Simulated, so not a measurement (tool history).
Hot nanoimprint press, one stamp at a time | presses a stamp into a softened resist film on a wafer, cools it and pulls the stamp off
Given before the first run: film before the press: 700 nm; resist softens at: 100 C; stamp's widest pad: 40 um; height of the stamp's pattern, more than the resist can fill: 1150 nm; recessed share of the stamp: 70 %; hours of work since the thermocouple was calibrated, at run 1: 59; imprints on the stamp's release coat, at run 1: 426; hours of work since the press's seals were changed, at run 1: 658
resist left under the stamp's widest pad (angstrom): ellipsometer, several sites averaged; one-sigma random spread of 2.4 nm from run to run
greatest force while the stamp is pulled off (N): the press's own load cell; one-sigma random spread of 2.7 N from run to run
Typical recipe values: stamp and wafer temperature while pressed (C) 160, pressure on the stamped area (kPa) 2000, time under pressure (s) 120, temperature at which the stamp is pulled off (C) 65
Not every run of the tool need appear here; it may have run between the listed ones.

run,hour,stamp and wafer temperature while pressed (C),pressure on the stamped area (kPa),time under pressure (s),temperature at which the stamp is pulled off (C),hours of work since the thermocouple was calibrated,imprints on the stamp's release coat,hours of work since the press's seals were changed,resist left under the stamp's widest pad (angstrom),greatest force while the stamp is pulled off (N)
1,0,160,2000,120,65,59,426,658,3867,137
2,39.5,160,2000,120,65,82,595,682,3827,151
3,79.6,160,2000,120,65,106,766,705,3833,156
4,116.2,160,2000,120,52,127,923,727,3814,182
# hour 122.5: plate thermocouple calibrated
5,144.7,160,2000,120,52,13,1032,742,3740,200
6,187.1,160,2000,80,65,38,1213,767,4254,184
# hour 215.3: plate thermocouple calibrated, once more
# hour 226.2: press's hydraulic seals changed and the load cell set to zero
7,228,160,2000,80,65,3,1341,1,4396,192
8,250.2,159,2730,80,65,16,1436,14,3956,195
9,274.7,153,2730,71,69,30,1541,29,5414,187
10,293,153,2730,134,69,41,1619,39,4679,192
11,332.4,153,2730,134,69,64,1787,63,4670,201

4 ways to go on from here, each from the tool as it stands after run 11. What would each give?
A,352.7,152,1360,120,65,76,1874,75,?,?
B,352.7,166,2000,179,65,76,1874,75,?,?
C,352.7,153,2380,134,69,76,1874,75,?,?
D,352.7,171,2730,134,69,76,1874,75,?,?

run,resist left under the stamp's widest pad (angstrom),greatest force while the stamp is pulled off (N)
A,5983,216
B,2396,214
C,4867,203
D,1689,200
Without the tool's unlogged condition, the same runs would have read:
run,resist left under the stamp's widest pad (angstrom),greatest force while the stamp is pulled off (N)
A,6032,123
B,2439,123
C,4937,115
D,1716,113

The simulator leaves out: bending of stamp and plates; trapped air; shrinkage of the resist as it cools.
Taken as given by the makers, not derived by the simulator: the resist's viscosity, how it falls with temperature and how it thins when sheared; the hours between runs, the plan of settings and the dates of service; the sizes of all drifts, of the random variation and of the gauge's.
